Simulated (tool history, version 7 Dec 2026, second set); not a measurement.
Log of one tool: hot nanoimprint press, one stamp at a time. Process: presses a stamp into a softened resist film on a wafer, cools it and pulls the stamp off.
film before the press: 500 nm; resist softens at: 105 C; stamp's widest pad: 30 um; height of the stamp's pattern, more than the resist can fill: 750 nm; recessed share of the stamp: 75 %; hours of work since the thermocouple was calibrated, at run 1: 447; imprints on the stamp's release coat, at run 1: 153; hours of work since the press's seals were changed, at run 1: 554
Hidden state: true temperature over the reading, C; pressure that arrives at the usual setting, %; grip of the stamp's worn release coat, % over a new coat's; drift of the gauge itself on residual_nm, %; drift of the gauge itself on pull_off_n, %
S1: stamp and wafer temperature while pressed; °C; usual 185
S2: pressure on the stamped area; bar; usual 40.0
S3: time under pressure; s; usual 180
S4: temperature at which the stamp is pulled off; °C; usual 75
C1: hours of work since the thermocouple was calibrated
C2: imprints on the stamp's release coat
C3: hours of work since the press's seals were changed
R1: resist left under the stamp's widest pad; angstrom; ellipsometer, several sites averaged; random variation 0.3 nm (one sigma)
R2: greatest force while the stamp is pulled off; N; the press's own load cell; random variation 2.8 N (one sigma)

run     day   S1    S2   S3  S4   C1    C2   C3    R1   R2
  1   0.000  185  40.0  180  75  447   153  554  2074  134
      0.538  -- plate thermocouple calibrated
  2   1.004  180  40.0  180  75    6   193  566  2342  137
  3   1.500  185  34.5  180  75   12   215  572  2184  140
  4   1.967  184  34.5  180  75   18   236  578  2235  138
  5   3.000  184  34.5  180  75   31   283  591  2236  136
  6   3.908  184  34.5  180  75   43   324  602  2236  148
  7   5.038  184  34.5  180  75   57   375  617  2233  143
      5.838  -- plate thermocouple calibrated, once more
  8   6.175  184  34.5  180  75    4   421  630  2310  145
  9   7.000  184  34.5  180  75   15   459  640  2309  156
 10   8.104  185  40.0  134  75   29   509  654  2364  150
 11   9.204  185  40.0  134  75   43   558  668  2367  150
 12   9.988  185  40.0  180  72   53   594  678  2104  165
 13  10.496  185  40.0  180  72   59   617  684  2111  158
 14  11.179  185  40.0  130  75   68   648  693  2387  158
 15  12.112  185  40.0  202  75   80   690  705  2016  165
 16  13.112  184  30.7  294  65   92   735  718  1995  170
 17  14.204  186  30.7  161  65  106   785  731  2385  177
 18  15.000  185  31.8  180  75  116   821  742  2315  162
 19  15.592  181  31.8  124  79  124   848  749  2905  157
 20  16.333  181  31.0  124  79  133   881  758  2934  166
 21  16.846  181  31.0  124  79  140   905  765  2935  168
 22  17.800  194  29.2  256  67  152   948  777  1655  176
 23  18.275  185  34.1  180  75  158   969  783  2248  175
 24  18.846  185  34.1  180  75  165   995  790  2246  172
 25  19.312  185  35.3  160  63  171  1016  796  2319  193
 26  19.996  185  35.3  160  63  180  1047  805  2315  194
     20.592  -- press's hydraulic seals changed and the load cell set to zero
 27  21.138  193  28.8  180  60  190  1084    7  1934  203
 28  22.275  185  31.7   93  82  204  1135   21  2867  166
 29  22.875  183  40.0  180  60  212  1162   29  2158  202

4 ways to go on from here, each from the tool as it stands after run 29. What would each give?
  A  23.783  181  40.0  180  62  224  1204  41   ?   ?
  B  23.783  185  59.0  284  83  224  1204  41   ?   ?
  C  23.783  192  32.9  270  60  224  1204  41   ?   ?
  D  23.783  177  40.0  180  73  224  1204  41   ?   ?

run    R1   R2
  A  2274  205
  B  1400  170
  C  1569  201
  D  2534  195
Without the tool's hidden state the same runs would have given:
run    R1   R2
  A  2314  144
  B  1426  119
  C  1596  141
  D  2579  137

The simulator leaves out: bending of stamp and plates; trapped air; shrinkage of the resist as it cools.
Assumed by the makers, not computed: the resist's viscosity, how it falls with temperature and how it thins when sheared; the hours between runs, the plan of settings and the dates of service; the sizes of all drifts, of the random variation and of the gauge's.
